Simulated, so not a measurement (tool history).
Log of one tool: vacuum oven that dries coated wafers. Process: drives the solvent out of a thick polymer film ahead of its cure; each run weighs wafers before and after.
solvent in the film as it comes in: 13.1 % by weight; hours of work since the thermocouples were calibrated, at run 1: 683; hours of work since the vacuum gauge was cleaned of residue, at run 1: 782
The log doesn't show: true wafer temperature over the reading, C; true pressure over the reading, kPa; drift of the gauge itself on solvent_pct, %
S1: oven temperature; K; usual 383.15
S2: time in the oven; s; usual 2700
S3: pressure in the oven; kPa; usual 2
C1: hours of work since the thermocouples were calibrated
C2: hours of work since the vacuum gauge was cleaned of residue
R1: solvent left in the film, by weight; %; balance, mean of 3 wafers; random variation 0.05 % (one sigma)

run 1 hour=0 | S1=383.15 S2=2700 S3=2 | C1=683 C2=782 | R1=3.32
run 2 hour=100.9 | S1=383.15 S2=2700 S3=6.56 | C1=726 C2=825 | R1=6.85
run 3 hour=199.8 | S1=383.15 S2=2700 S3=6.56 | C1=767 C2=867 | R1=6.88
run 4 hour=248.1 | S1=383.15 S2=2700 S3=6.56 | C1=788 C2=887 | R1=6.91
run 5 hour=331.3 | S1=383.15 S2=2700 S3=2 | C1=823 C2=922 | R1=3.39
run 6 hour=376.4 | S1=383.15 S2=2700 S3=2 | C1=842 C2=941 | R1=3.38
run 7 hour=435.1 | S1=383.15 S2=2700 S3=2 | C1=867 C2=966 | R1=3.29
run 8 hour=486.9 | S1=383.15 S2=2700 S3=2 | C1=889 C2=988 | R1=3.32
run 9 hour=566 | S1=383.15 S2=2700 S3=2 | C1=923 C2=1022 | R1=3.21
-- hour=590 vacuum gauge cleaned of residue and calibrated
run 10 hour=624.6 | S1=383.15 S2=2700 S3=2 | C1=947 C2=15 | R1=3.24
run 11 hour=690.7 | S1=383.15 S2=2700 S3=2 | C1=975 C2=43 | R1=3.3
run 12 hour=761.3 | S1=369.15 S2=2700 S3=2 | C1=1005 C2=73 | R1=6.83
run 13 hour=850 | S1=369.15 S2=2700 S3=2 | C1=1042 C2=110 | R1=6.83
run 14 hour=908 | S1=369.15 S2=2700 S3=2 | C1=1067 C2=135 | R1=6.8
run 15 hour=957.5 | S1=373.15 S2=4020 S3=6.62 | C1=1088 C2=156 | R1=9.4
run 16 hour=1006 | S1=383.15 S2=2700 S3=3.18 | C1=1108 C2=176 | R1=4.12
-- hour=1038.2 oven's thermocouples calibrated
run 17 hour=1104 | S1=376.15 S2=2640 S3=4.3 | C1=28 C2=217 | R1=7.11
run 18 hour=1157.6 | S1=368.15 S2=3840 S3=1.41 | C1=51 C2=239 | R1=5.53
run 19 hour=1204.9 | S1=368.15 S2=3840 S3=1.41 | C1=71 C2=259 | R1=5.43
run 20 hour=1254 | S1=368.15 S2=3660 S3=1.47 | C1=91 C2=280 | R1=5.7
run 21 hour=1316.8 | S1=368.15 S2=3660 S3=1.47 | C1=118 C2=307 | R1=5.51
run 22 hour=1371.4 | S1=368.15 S2=3660 S3=1.47 | C1=141 C2=330 | R1=5.58
run 23 hour=1421.7 | S1=396.15 S2=4740 S3=2.24 | C1=162 C2=351 | R1=1.34

4 ways to go on from here, each from the tool as it stands after run 23. What would each give?
run A hour=1500.8 | S1=373.15 S2=2400 S3=1.74 | C1=196 C2=385 | R1=?
run B hour=1500.8 | S1=368.15 S2=2760 S3=4.84 | C1=196 C2=385 | R1=?
run C hour=1500.8 | S1=382.15 S2=3420 S3=2.24 | C1=196 C2=385 | R1=?
run D hour=1500.8 | S1=395.15 S2=1440 S3=1.5 | C1=196 C2=385 | R1=?

run=A R1=5.9
run=B R1=9.61
run=C R1=3.19
run=D R1=2.24
Without the tool's hidden state the same runs would have given:
run=A R1=5.9
run=B R1=9.61
run=C R1=3.19
run=D R1=2.24

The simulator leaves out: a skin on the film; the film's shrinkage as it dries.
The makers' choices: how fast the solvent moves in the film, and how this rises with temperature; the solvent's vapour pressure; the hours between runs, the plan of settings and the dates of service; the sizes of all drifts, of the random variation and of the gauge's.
